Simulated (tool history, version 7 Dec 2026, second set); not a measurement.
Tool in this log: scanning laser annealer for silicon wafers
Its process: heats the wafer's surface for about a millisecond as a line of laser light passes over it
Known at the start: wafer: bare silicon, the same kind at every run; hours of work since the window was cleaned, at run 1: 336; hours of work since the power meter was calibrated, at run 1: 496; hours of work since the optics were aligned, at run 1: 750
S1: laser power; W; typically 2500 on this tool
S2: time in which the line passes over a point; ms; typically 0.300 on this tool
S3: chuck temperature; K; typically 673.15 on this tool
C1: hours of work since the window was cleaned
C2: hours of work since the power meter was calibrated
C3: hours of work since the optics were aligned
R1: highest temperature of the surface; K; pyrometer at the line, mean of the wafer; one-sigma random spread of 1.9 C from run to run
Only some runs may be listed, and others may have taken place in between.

run,hour,S1,S2,S3,C1,C2,C3,R1
1,0.0,2500,0.300,673.15,336,496,750,1399.15
2,27.1,2500,0.300,673.15,354,514,768,1396.15
3,42.9,2500,0.300,673.15,364,525,779,1394.15
4,70.0,2500,0.300,673.15,382,543,797,1392.15
# hour 76.7: window over the wafer cleaned
5,95.1,2500,0.300,673.15,12,558,812,1427.15
6,130.6,2500,0.300,673.15,36,582,836,1423.15
7,156.3,2500,0.225,673.15,53,599,853,1311.15
8,181.2,2500,0.225,672.15,69,615,869,1307.15
9,208.1,2500,0.225,684.15,87,633,887,1320.15
# hour 233.1: optics aligned, line set to its width
10,242.7,2500,0.225,684.15,107,653,6,1327.15
11,258.1,2500,0.340,673.15,117,663,17,1483.15
12,288.1,2500,0.340,673.15,137,683,37,1477.15
13,302.8,2500,0.340,673.15,147,693,46,1475.15
14,322.5,2500,0.340,673.15,160,706,59,1473.15
15,351.8,2500,0.340,673.15,180,725,79,1475.15
16,373.3,2323,0.213,637.15,194,740,93,1211.15
17,400.9,2500,0.212,667.15,212,758,112,1281.15
18,433.9,2500,0.212,667.15,234,780,133,1278.15
19,451.8,2500,0.212,667.15,246,792,145,1278.15
20,483.0,2500,0.212,667.15,267,813,166,1277.15

Measured minus without-hidden-state, run by run (identical run-to-run variation in each term; gauge scatter may differ):
The hidden state here: light that passes the window, % of a clean one's; laser's true power over the reading, %; width of the line over the set one, %; drift of the gauge itself on peak_c, C.
run,R1
1,-40.00
2,-41.00
3,-43.00
4,-45.00
5,-12.00
6,-15.00
7,-14.00
8,-15.00
9,-16.00
10,-10.00
11,-13.00
12,-15.00
13,-17.00
14,-18.00
15,-20.00
16,-16.00
17,-18.00
18,-20.00
19,-21.00
20,-22.00

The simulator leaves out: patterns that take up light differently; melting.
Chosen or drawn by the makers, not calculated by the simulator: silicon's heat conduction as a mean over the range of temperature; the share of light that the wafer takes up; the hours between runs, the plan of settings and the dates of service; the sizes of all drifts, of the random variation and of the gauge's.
